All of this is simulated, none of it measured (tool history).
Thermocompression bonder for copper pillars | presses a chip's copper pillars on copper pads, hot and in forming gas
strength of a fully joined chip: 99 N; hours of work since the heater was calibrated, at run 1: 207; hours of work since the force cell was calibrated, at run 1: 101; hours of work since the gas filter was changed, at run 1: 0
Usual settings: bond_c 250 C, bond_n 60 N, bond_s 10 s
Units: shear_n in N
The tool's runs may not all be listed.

| run | hour | bond_c | bond_n | bond_s | hours of work since the heater was calibrated | hours of work since the force cell was calibrated | hours of work since the gas filter was changed | shear_n |
|---|---|---|---|---|---|---|---|---|
| 1 | 0.0 | 250 | 60 | 10 | 207 | 101 | 0 | 52.2 |
| 2 | 83.1 | 250 | 47 | 10 | 265 | 160 | 58 | 40.8 |
| 3 | 146.2 | 250 | 60 | 10 | 309 | 204 | 103 | 51.7 |
| 4 | 226.3 | 259 | 60 | 10 | 366 | 260 | 159 | 58.2 |
| 5 | 300.9 | 250 | 60 | 10 | 418 | 313 | 212 | 51.4 |
|  | 337.2 | forming gas filter changed |
| 6 | 348.8 | 250 | 60 | 11 | 452 | 346 | 8 | 54.3 |
| 7 | 426.9 | 226 | 60 | 9 | 506 | 401 | 63 | 34.5 |
| 8 | 500.8 | 224 | 65 | 16 | 558 | 453 | 115 | 44.8 |
| 9 | 564.0 | 234 | 58 | 6 | 603 | 497 | 159 | 31.7 |
| 10 | 618.2 | 250 | 52 | 26 | 641 | 536 | 198 | 61.6 |
|  | 648.3 | heater calibrated with a thermocouple chip |
|  | 672.9 | forming gas filter changed |
| 11 | 703.3 | 242 | 68 | 25 | 38 | 594 | 21 | 68.3 |
| 12 | 754.6 | 242 | 64 | 6 | 74 | 630 | 57 | 40.4 |

How the hidden state differs across the entries between the runs, from the last listed run before each to the first after it:
Between runs 5 and 6: forming gas filter changed (hour 337.2)
  oxide that the forming gas leaves, % of the face: 0.83 -> 0.52
Between runs 10 and 11: heater calibrated with a thermocouple chip (hour 648.3); forming gas filter changed (hour 672.9)
  true temperature of the bond over the reading, C: 0.2 -> 0; oxide that the forming gas leaves, % of the face: 0.8 -> 0.54

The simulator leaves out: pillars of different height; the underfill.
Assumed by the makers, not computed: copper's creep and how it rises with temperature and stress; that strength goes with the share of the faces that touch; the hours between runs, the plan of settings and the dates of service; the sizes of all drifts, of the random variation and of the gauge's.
